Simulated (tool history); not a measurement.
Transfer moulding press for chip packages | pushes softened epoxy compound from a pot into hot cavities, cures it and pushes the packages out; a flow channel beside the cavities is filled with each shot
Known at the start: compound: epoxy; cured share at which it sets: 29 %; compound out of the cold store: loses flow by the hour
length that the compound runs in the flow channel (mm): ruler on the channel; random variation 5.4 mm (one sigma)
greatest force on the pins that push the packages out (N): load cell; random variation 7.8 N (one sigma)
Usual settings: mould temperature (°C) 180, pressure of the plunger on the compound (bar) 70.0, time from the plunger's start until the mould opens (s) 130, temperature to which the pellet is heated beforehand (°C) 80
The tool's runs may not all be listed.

run    hour  mould temperature (°C)  pressure of the plunger on the compound (bar)  time from the plunger's start until the mould opens (s)  temperature to which the pellet is heated beforehand (°C)  incoming compound's hours out of the cold store  length that the compound runs in the flow channel (mm)  greatest force on the pins that push the packages out (N)
  1     0.0                     180                                           70.0                                                      130                                                         80                                             35.7                                                     750                                                        339
       23.9  -- plunger's sealing rings changed
  2    60.4                     180                                           70.0                                                      130                                                         80                                             23.2                                                     807                                                        340
       75.9  -- cavities cleaned with cleaning compound and waxed
  3    96.9                     180                                           70.0                                                      130                                                         80                                             24.8                                                     803                                                        341
  4   141.7                     180                                           78.6                                                      130                                                         80                                             24.5                                                     842                                                        348
      176.2  -- cavities cleaned with cleaning compound and waxed
  5   200.5                     180                                           78.6                                                      130                                                         80                                             21.3                                                     867                                                        355
  6   261.6                     180                                           78.6                                                      130                                                         80                                             22.5                                                     852                                                        339
      277.1  -- cavities cleaned with cleaning compound and waxed
  7   325.6                     177                                           70.0                                                      130                                                         80                                             32.5                                                     778                                                        393
      356.7  -- mould's thermocouples calibrated
      377.9  -- cavities cleaned with cleaning compound and waxed
  8   401.9                     177                                           70.0                                                      130                                                         80                                             42.0                                                     730                                                        391
  9   462.3                     180                                           70.0                                                      130                                                         80                                             36.6                                                     752                                                        337
      476.5  -- cavities cleaned with cleaning compound and waxed
 10   535.3                     180                                           70.0                                                      130                                                         80                                             31.1                                                     776                                                        337
      559.3  -- plunger's sealing rings changed
      576.6  -- cavities cleaned with cleaning compound and waxed
 11   591.8                     180                                           70.0                                                      155                                                         80                                             28.1                                                     775                                                        308
 12   639.8                     180                                           70.0                                                      155                                                         80                                             26.5                                                     796                                                        312
      678.3  -- cavities cleaned with cleaning compound and waxed
 13   712.6                     180                                           70.0                                                      162                                                         80                                             36.6                                                     752                                                        309
 14   757.4                     180                                           72.0                                                      130                                                         79                                             35.6                                                     752                                                        343
      776.0  -- cavities cleaned with cleaning compound and waxed
 15   799.4                     183                                           70.0                                                      113                                                         80                                              9.6                                                     854                                                        376
      818.8  -- mould's thermocouples calibrated
 16   850.1                     183                                           70.0                                                      113                                                         80                                             43.2                                                     718                                                        359
      876.6  -- cavities cleaned with cleaning compound and waxed
 17   888.3                     180                                           70.0                                                      114                                                         80                                             47.6                                                     701                                                        379
 18   922.2                     180                                           70.0                                                      114                                                         80                                             15.6                                                     837                                                        399
      974.3  -- cavities cleaned with cleaning compound and waxed
 19   989.4                     186                                           67.0                                                      122                                                         80                                             17.6                                                     798                                                        314
 20  1037.7                     186                                           67.0                                                      122                                                         80                                             32.8                                                     734                                                        308
     1074.6  -- cavities cleaned with cleaning compound and waxed
     1093.4  -- plunger's sealing rings changed
 21  1105.5                     181                                           70.2                                                      130                                                         73                                             20.7                                                     814                                                        330
 22  1166.7                     180                                           70.0                                                      157                                                         72                                             43.2                                                     721                                                        306
     1174.1  -- cavities cleaned with cleaning compound and waxed
 23  1225.9                     177                                           56.5                                                      122                                                         80                                             27.6                                                     704                                                        422
 24  1260.0                     180                                           56.5                                                      122                                                         80                                             46.6                                                     638                                                        367
     1272.2  -- cavities cleaned with cleaning compound and waxed
     1284.5  -- mould's thermocouples calibrated
 25  1311.3                     180                                           56.5                                                      122                                                         80                                             21.6                                                     721                                                        360
     1375.0  -- cavities cleaned with cleaning compound and waxed
 26  1382.2                     180                                           66.1                                                      122                                                         80                                             17.5                                                     806                                                        365

Forecast each of these 3 alternatives for the next run:
  A  1438.9                     180                                           66.4                                                      130                                                         76                                             23.4                                                       ?                                                          ?
  B  1438.9                     182                                           77.5                                                      130                                                         70                                             15.6                                                       ?                                                          ?
  C  1438.9                     180                                           66.1                                                      122                                                         78                                             17.3                                                       ?                                                          ?

run  length that the compound runs in the flow channel (mm)  greatest force on the pins that push the packages out (N)
  A                                                     779                                                        346
  B                                                     868                                                        335
  C                                                     807                                                        369
Without the tool's hidden state the same runs would have given:
run  length that the compound runs in the flow channel (mm)  greatest force on the pins that push the packages out (N)
  A                                                     780                                                        341
  B                                                     868                                                        330
  C                                                     808                                                        364
